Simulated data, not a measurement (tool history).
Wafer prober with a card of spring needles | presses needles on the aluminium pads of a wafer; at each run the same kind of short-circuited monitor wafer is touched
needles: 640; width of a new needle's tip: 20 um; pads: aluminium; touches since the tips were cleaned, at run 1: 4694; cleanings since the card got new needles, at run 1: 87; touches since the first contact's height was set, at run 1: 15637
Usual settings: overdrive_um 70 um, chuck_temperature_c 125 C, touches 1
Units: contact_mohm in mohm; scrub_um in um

run,hour,overdrive_um,chuck_temperature_c,touches,touches since the tips were cleaned,cleanings since the card got new needles,touches since the first contact's height was set,contact_mohm,scrub_um
1,0.0,70,125,1,4694,87,15637,324,18.59
# hour 11.1: tips cleaned on abrasive film
# hour 34.3: tips cleaned on abrasive film
2,51.1,70,125,1,6393,89,34964,325,18.52
# hour 59.1: tips cleaned on abrasive film
# hour 86.8: tips cleaned on abrasive film
# hour 113.3: tips cleaned on abrasive film
3,117.7,70,64,1,1687,92,60127,273,18.43
# hour 136.5: tips cleaned on abrasive film
# hour 161.4: tips cleaned on abrasive film
4,165.3,70,64,1,1488,94,78139,271,18.41
# hour 186.6: tips cleaned on abrasive film
# hour 213.0: tips cleaned on abrasive film
5,220.9,70,64,1,2982,96,99143,289,18.35
# hour 240.0: tips cleaned on abrasive film
# hour 264.0: tips cleaned on abrasive film
6,264.0,70,64,1,0,98,115452,245,18.24
# hour 288.8: tips cleaned on abrasive film
7,298.7,70,125,2,3760,99,128575,291,18.29
# hour 316.6: tips cleaned on abrasive film
# hour 326.6: height of the first contact set anew
# hour 342.1: tips cleaned on abrasive film
8,342.1,70,125,1,0,101,5831,265,18.59
# hour 368.6: tips cleaned on abrasive film
# hour 391.8: tips cleaned on abrasive film
# hour 419.2: tips cleaned on abrasive film
9,419.2,70,125,1,0,104,35021,254,18.52
# hour 445.7: tips cleaned on abrasive film
# hour 471.1: tips cleaned on abrasive film
10,477.3,70,125,1,2335,106,56973,302,18.48
# hour 497.8: tips cleaned on abrasive film
# hour 522.5: tips cleaned on abrasive film
11,522.5,70,125,1,0,108,74059,262,18.41
# hour 548.7: tips cleaned on abrasive film
12,560.6,70,125,1,4496,109,88480,321,18.39
# hour 576.6: tips cleaned on abrasive film
# hour 602.3: tips cleaned on abrasive film
# hour 627.5: tips cleaned on abrasive film
13,642.9,70,125,2,5840,112,119613,304,18.31
# hour 652.1: tips cleaned on abrasive film
# hour 676.0: tips cleaned on abrasive film
14,692.4,51,46,1,6224,114,138337,407,13.17
# hour 697.9: height of the first contact set anew
# hour 703.8: tips cleaned on abrasive film
# hour 729.4: tips cleaned on abrasive film
# hour 758.3: tips cleaned on abrasive film
15,763.7,70,94,1,2029,117,24851,286,18.54
# hour 783.3: tips cleaned on abrasive film
# hour 809.9: tips cleaned on abrasive film
16,819.1,70,94,1,3478,119,45828,315,18.50
# hour 836.1: tips cleaned on abrasive film
# hour 863.2: tips cleaned on abrasive film
# hour 887.4: tips cleaned on abrasive film
17,900.4,64,91,3,4920,122,76569,274,16.83
# hour 914.0: tips cleaned on abrasive film
# hour 942.5: tips cleaned on abrasive film
18,959.7,53,55,3,6524,124,99020,299,13.83
# hour 967.5: tips cleaned on abrasive film
# hour 995.6: tips cleaned on abrasive film
19,1003.8,53,55,3,3115,126,115681,286,13.76
# hour 1020.7: tips cleaned on abrasive film
# hour 1046.6: tips cleaned on abrasive film
# hour 1066.5: height of the first contact set anew
# hour 1071.7: tips cleaned on abrasive film
20,1077.5,58,125,1,2193,129,4130,323,15.43
# hour 1097.8: tips cleaned on abrasive film
# hour 1125.4: tips cleaned on abrasive film
21,1126.1,69,28,3,265,131,22492,231,18.31
# hour 1152.2: tips cleaned on abrasive film
# hour 1176.4: tips cleaned on abrasive film
# hour 1199.8: tips cleaned on abrasive film
22,1199.8,76,63,2,0,134,50346,239,20.05
# hour 1226.3: tips cleaned on abrasive film
23,1246.4,72,63,1,7643,135,68026,341,18.97

Some steps in contact_mohm between neighbouring runs. How much of each would the tool show without its hidden state too (settings, what came in, random variation), and how much is left for the hidden state, with any gauge scatter that isn't in both results?
The hidden state here: debris on the tips, nm; way that the needles fall short of the set height, um; tips' diameter, um; drift of the gauge itself on contact_mohm, %; drift of the gauge itself on scrub_um, %.
Run 13 -> 14: overdrive_um 70 -> 51, chuck_temperature_c 125 -> 46, touches 2 -> 1, tips cleaned on abrasive film, tips cleaned on abrasive film. contact_mohm +103 mohm: hidden state +120, all else -17.
Run 14 -> 15: overdrive_um 51 -> 70, chuck_temperature_c 46 -> 94, height of the first contact set anew, tips cleaned on abrasive film, tips cleaned on abrasive film, tips cleaned on abrasive film. contact_mohm -121 mohm: hidden state -126, all else +5.
